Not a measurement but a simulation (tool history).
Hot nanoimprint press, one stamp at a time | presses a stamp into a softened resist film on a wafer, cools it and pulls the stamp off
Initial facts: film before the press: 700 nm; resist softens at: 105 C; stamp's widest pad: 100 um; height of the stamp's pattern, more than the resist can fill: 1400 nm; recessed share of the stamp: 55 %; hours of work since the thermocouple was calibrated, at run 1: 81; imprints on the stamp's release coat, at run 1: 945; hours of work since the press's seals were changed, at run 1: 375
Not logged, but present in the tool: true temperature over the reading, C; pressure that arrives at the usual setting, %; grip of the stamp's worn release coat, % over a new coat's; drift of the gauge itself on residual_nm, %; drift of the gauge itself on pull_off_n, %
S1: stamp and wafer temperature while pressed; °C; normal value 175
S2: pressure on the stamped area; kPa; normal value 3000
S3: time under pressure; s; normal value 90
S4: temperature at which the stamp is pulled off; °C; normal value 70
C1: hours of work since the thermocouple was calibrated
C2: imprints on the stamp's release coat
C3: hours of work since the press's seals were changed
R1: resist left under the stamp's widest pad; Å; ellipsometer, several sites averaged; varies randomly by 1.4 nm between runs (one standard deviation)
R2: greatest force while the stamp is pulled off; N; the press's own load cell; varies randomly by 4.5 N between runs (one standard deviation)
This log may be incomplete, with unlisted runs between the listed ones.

Run 1, day 0.000: usual settings; C1 81; C2 945; C3 375. Result: R1 3523 Å, R2 311 N.
Run 2, day 0.504: usual settings; C1 90; C2 975; C3 383. Result: R1 3502 Å, R2 314 N.
Run 3, day 0.892: usual settings but S2 3590 kPa; C1 96; C2 998; C3 390. Result: R1 3211 Å, R2 320 N.
Run 4, day 1.400: usual settings but S2 3590 kPa; C1 105; C2 1029; C3 399. Result: R1 3212 Å, R2 322 N.
Run 5, day 2.079: usual settings but S3 102 s; C1 117; C2 1070; C3 410. Result: R1 3377 Å, R2 331 N.
Run 6, day 2.754: usual settings but S3 144 s; C1 128; C2 1111; C3 422. Result: R1 3044 Å, R2 327 N.
Run 7, day 3.033: usual settings but S4 57 °C; C1 133; C2 1128; C3 426. Result: R1 3554 Å, R2 419 N.
Run 8, day 3.517: usual settings but S4 57 °C; C1 141; C2 1158; C3 435. Result: R1 3559 Å, R2 413 N.
Run 9, day 4.050: usual settings but S4 57 °C; C1 150; C2 1190; C3 444. Result: R1 3540 Å, R2 422 N.
At day 4.212: plate thermocouple calibrated.
Run 10, day 4.692: usual settings; C1 8; C2 1221; C3 452. Result: R1 3601 Å, R2 342 N.
At day 5.275: plate thermocouple calibrated, once more.
Run 11, day 5.450: usual settings; C1 3; C2 1259; C3 463. Result: R1 3480 Å, R2 334 N.
Run 12, day 6.142: usual settings but S3 80 s; C1 15; C2 1301; C3 475. Result: R1 3653 Å, R2 345 N.
Run 13, day 6.742: usual settings but S3 80 s; C1 25; C2 1338; C3 485. Result: R1 3637 Å, R2 348 N.
Run 14, day 7.179: usual settings but S3 80 s; C1 32; C2 1364; C3 493. Result: R1 3629 Å, R2 355 N.
Run 15, day 7.583: usual settings but S3 80 s; C1 39; C2 1389; C3 500. Result: R1 3663 Å, R2 359 N.
Run 16, day 8.096: usual settings but S1 171 °C, S3 80 s; C1 48; C2 1419; C3 508. Result: R1 4143 Å, R2 364 N.
Run 17, day 8.675: usual settings but S2 2300 kPa; C1 58; C2 1455; C3 518. Result: R1 4053 Å, R2 349 N.
Run 18, day 9.092: usual settings but S3 117 s, S4 76 °C; C1 65; C2 1480; C3 525. Result: R1 3261 Å, R2 319 N.
Run 19, day 9.400: usual settings but S4 63 °C; C1 70; C2 1499; C3 530. Result: R1 3519 Å, R2 408 N.
Run 20, day 9.858: usual settings but S1 180 °C, S2 4120 kPa, S3 157 s, S4 57 °C; C1 78; C2 1526; C3 538. Result: R1 2066 Å, R2 462 N.

What will run 21 give?
Run 21, day 10.238: usual settings but S1 180 °C, S2 4120 kPa, S3 157 s, S4 57 °C; C1 84; C2 1549; C3 545. Result: R1 ?, R2 ?.

R1: 2080 Å
R2: 441 N
With no hidden state in the tool, this same run would have given R1 2044 Å, R2 260 N.
